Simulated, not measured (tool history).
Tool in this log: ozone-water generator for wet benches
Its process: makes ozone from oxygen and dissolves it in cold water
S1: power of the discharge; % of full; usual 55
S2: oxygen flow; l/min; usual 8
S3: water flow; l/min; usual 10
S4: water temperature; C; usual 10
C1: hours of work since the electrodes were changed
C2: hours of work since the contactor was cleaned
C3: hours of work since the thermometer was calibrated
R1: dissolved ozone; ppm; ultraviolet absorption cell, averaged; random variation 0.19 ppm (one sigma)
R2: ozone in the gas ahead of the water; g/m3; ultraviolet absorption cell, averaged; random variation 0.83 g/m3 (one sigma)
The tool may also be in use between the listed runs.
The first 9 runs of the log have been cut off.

run	hour	S1	S2	S3	S4	C1	C2	C3	R1	R2
10	927.7	55	8	10	6	5080	856	1822	26.9	124.6
11	993.5	55	8	8	6	5141	917	1883	30.2	125.8
12	1059.3	55	8	10	13	5202	977	1944	23.3	125.5
13	1140.6	55	8	10	13	5277	1053	2019	22.9	126.3
14	1237.6	55	4.81	10	10	5366	1142	2108	27	169.6
15	1367.9	55	4.81	10	10	5487	1262	2228	27.2	168.8
16	1445.8	55	4.81	10	10	5558	1334	2300	26.9	170.1
17	1520.5	46	4.86	8	16	5627	1403	2369	24.7	150.1
# hour 1531: contactor cleaned
18	1628.9	46	4.86	16	6	5724	90	2466	17.7	151.3
19	1724.8	46	4.86	16	6	5812	179	2554	17.8	151.7
20	1810.5	80	8	15	10	5891	258	2633	23.4	157.7
21	1900.3	80	8	15	10	5974	341	2716	23.6	156.5
# hour 1976.8: contactor cleaned, once more
22	1994.9	57	8	15	10	6058	17	2800	19.4	126.5
23	2130	71	6.84	7	7	6182	141	2924	38.3	159
24	2193.1	88	11.82	10	10	6241	200	2983	28.7	130.5
25	2312.7	55	8.4	9	10	6351	310	3093	25.3	118.8
26	2382.9	55	8.4	9	10	6416	375	3158	25.5	119.9
27	2466.4	55	10.52	10	18	6493	452	3235	18.4	104
28	2536.9	55	10.52	10	18	6558	517	3300	18.4	105
29	2614.1	68	10.66	13	10	6629	588	3371	22.1	118.1
30	2709.7	80	11.18	7	9	6717	676	3459	32.8	125.6
# hour 2773: water thermometer calibrated
31	2812.2	67	11.18	7	10	6812	770	36	28.8	113.4
32	2896	44	8	10	10	6889	848	113	21	107.7

3 options for the next run, each taken on its own from the tool as it stands now. Forecast them:
A	2976	100	8	10	8	6963	922	187	?	?
B	2976	44	7.21	10	17	6963	922	187	?	?
C	2976	55	8	10	16	6963	922	187	?	?

run	R1	R2
A	35.8	176.7
B	18.8	113.5
C	21.2	123.7
With the hidden condition removed and each run's random variation left untouched, the same runs would have given:
run	R1	R2
A	40.1	195.7
B	20.1	120.4
C	23.1	132.7
